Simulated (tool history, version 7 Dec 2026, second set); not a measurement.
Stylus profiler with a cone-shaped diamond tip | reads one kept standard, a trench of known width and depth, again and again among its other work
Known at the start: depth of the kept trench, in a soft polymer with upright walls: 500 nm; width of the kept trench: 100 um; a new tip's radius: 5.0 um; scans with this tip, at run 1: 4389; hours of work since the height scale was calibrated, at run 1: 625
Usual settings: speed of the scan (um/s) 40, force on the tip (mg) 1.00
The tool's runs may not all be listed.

run   hour  speed of the scan (um/s)  force on the tip (mg)  scans with this tip  hours of work since the height scale was calibrated  depth of the trench (nm)  width of the trench's floor (µm)
  1    0.0                        40                   1.00                 4389                                                  625                    501.19                             94.05
  2   17.6                        40                   1.00                 4476                                                  638                    501.40                             93.97
  3   29.7                        15                   1.00                 4536                                                  646                    501.23                             94.12
  4   42.6                        15                   1.00                 4600                                                  655                    501.19                             94.17
  5   55.1                        40                   1.00                 4662                                                  664                    501.18                             94.02
  6   76.9                        40                   1.00                 4770                                                  680                    501.43                             93.99
  7   88.9                        40                   1.00                 4829                                                  688                    501.29                             93.96
  8  110.4                        40                   1.00                 4936                                                  703                    501.37                             93.94
  9  136.8                        40                   1.00                 5067                                                  722                    501.19                             93.89
 10  150.3                        40                   1.00                 5134                                                  731                    501.23                             93.86
 11  171.4                        40                   1.00                 5238                                                  746                    501.05                             93.82
 12  187.3                        59                   1.00                 5317                                                  758                    501.42                             93.78
 13  209.3                        59                   0.84                 5426                                                  773                    501.06                             93.64
 14  225.1                        68                   0.84                 5504                                                  784                    500.87                             93.61
 15  251.5                        68                   0.84                 5635                                                  803                    500.97                             93.58
 16  280.3                        68                   0.84                 5778                                                  823                    500.92                             93.57
 17  295.1                        40                   1.00                 5851                                                  834                    501.11                             93.68
 18  318.4                        17                   1.00                 5966                                                  850                    501.18                             93.77
 19  330.4                        17                   1.00                 6026                                                  859                    500.84                             93.71
 20  354.2                        40                   1.19                 6144                                                  875                    501.21                             93.66
 21  382.9                        40                   1.19                 6286                                                  896                    501.24                             93.60
 22  402.5                        41                   1.19                 6383                                                  909                    501.58                             93.57
 23  427.1                        41                   1.19                 6505                                                  927                    501.17                             93.51
 24  440.3                        41                   1.19                 6570                                                  936                    501.46                             93.52
 25  460.9                        96                   1.55                 6672                                                  951                    501.62                             93.26
 26  474.3                        88                   2.15                 6739                                                  960                    502.79                             93.33
 27  496.9                        88                   2.15                 6850                                                  976                    502.11                             93.32
 28  515.5                        28                   1.00                 6943                                                  989                    500.58                             93.56
 29  529.6                        26                   0.51                 7013                                                  999                    500.01                             93.45
 30  545.3                        30                   1.28                 7090                                                 1010                    501.48                             93.47
 31  574.0                        30                   1.28                 7233                                                 1030                    501.53                             93.41
 32  594.1                        30                   1.28                 7332                                                 1045                    501.44                             93.43
 33  608.6                        10                   1.47                 7404                                                 1055                    501.31                             93.51
 34  629.4                       111                   1.00                 7507                                                 1070                    500.72                             92.98
 35  657.4                        39                   1.77                 7645                                                 1089                    501.62                             93.32
 36  673.0                        71                   2.27                 7723                                                 1100                    502.60                             93.32
 37  691.4                        71                   2.27                 7814                                                 1113                    502.29                             93.23
 38  719.7                        61                   0.80                 7954                                                 1133                    500.41                             93.08
 39  732.5                        27                   0.74                 8017                                                 1142                    500.18                             93.28
 40  752.8                        27                   0.74                 8118                                                 1157                    500.40                             93.22
 41  770.6                        27                   0.74                 8206                                                 1169                    500.07                             93.23
 42  783.0                        31                   2.30                 8267                                                 1178                    502.38                             93.21
 43  802.3                        18                   2.01                 8363                                                 1192                    501.86                             93.30
 44  829.5                       142                   0.34                 8498                                                 1211                    499.47                             92.10
 45  850.3                        26                   0.34                 8601                                                 1225                    499.66                             93.01
 46  875.0                        38                   1.10                 8723                                                 1243                    500.88                             93.04

The same runs without the tool's hidden state, with the same run-to-run variation:
The hidden state here: radius of the tip, um; height scale over the true one, %; drift of the gauge itself on depth_nm, %; drift of the gauge itself on floor_um, %.
run  depth of the trench (nm)  width of the trench's floor (µm)
  1                    501.96                             95.44
  2                    502.18                             95.38
  3                    502.02                             95.55
  4                    502.00                             95.61
  5                    502.00                             95.47
  6                    502.27                             95.48
  7                    502.14                             95.46
  8                    502.24                             95.47
  9                    502.08                             95.45
 10                    502.13                             95.44
 11                    501.97                             95.42
 12                    502.35                             95.40
 13                    502.00                             95.29
 14                    501.83                             95.27
 15                    501.95                             95.28
 16                    501.93                             95.30
 17                    502.13                             95.43
 18                    502.22                             95.55
 19                    501.89                             95.50
 20                    502.27                             95.48
 21                    502.33                             95.45
 22                    502.69                             95.45
 23                    502.30                             95.42
 24                    502.60                             95.44
 25                    502.77                             95.21
 26                    503.96                             95.30
 27                    503.29                             95.30
 28                    501.78                             95.57
 29                    501.23                             95.48
 30                    502.71                             95.51
 31                    502.78                             95.49
 32                    502.70                             95.53
 33                    502.58                             95.62
 34                    502.01                             95.12
 35                    502.94                             95.48
 36                    503.94                             95.50
 37                    503.64                             95.43
 38                    501.78                             95.31
 39                    501.57                             95.53
 40                    501.80                             95.49
 41                    501.49                             95.52
 42                    503.82                             95.51
 43                    503.30                             95.62
 44                    500.93                             94.45
 45                    501.14                             95.38
 46                    502.38                             95.45
